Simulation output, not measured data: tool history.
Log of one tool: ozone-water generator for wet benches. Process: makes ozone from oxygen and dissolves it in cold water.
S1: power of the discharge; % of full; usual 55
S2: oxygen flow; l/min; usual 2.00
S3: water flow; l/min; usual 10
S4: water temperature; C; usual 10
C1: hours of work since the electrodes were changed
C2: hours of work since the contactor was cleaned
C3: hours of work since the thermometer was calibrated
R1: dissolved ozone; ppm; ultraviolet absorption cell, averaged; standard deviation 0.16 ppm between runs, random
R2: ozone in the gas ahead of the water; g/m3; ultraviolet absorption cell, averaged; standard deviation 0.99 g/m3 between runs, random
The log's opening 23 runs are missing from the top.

run    hour  S1    S2  S3  S4    C1    C2    C3    R1     R2
 24  1718.7  91  3.34   6   5  3873  3674  2366  48.1  197.7
 25  1824.6  91  3.34   6   5  3951  3752  2444  48.4  198.3
 26  1873.4  91  2.33   6   5  3987  3788  2480  45.6  226.4
 27  1939.7  55  1.14  15   6  4035  3836  2528  10.9  212.0
 28  2005.5  50  1.14   7   6  4084  3885  2577  21.9  198.3
 29  2070.5  51  1.17   6   9  4132  3933  2625  24.6  200.3
 30  2171.3  62  1.64  10   6  4206  4007  2699  21.1  200.4
 31  2231.0  62  1.64  10   6  4250  4051  2743  20.9  200.4
 32  2314.1  62  1.64  10   6  4311  4112  2804  21.3  201.3

Predict each of these 3 candidate next runs independently; none follows another, all start after run 32:
  A  2394.9  55  2.00  15   8  4371  4172  2864   ?   ?
  B  2394.9  77  1.64  10  15  4371  4172  2864   ?   ?
  C  2394.9  55  2.00  10   8  4371  4172  2864   ?   ?

run    R1     R2
  A  14.1  171.0
  B  22.5  234.5
  C  20.3  171.7
What these runs would have given with no unlogged condition in the tool:
run    R1     R2
  A  14.1  171.1
  B  22.5  234.7
  C  20.3  171.8
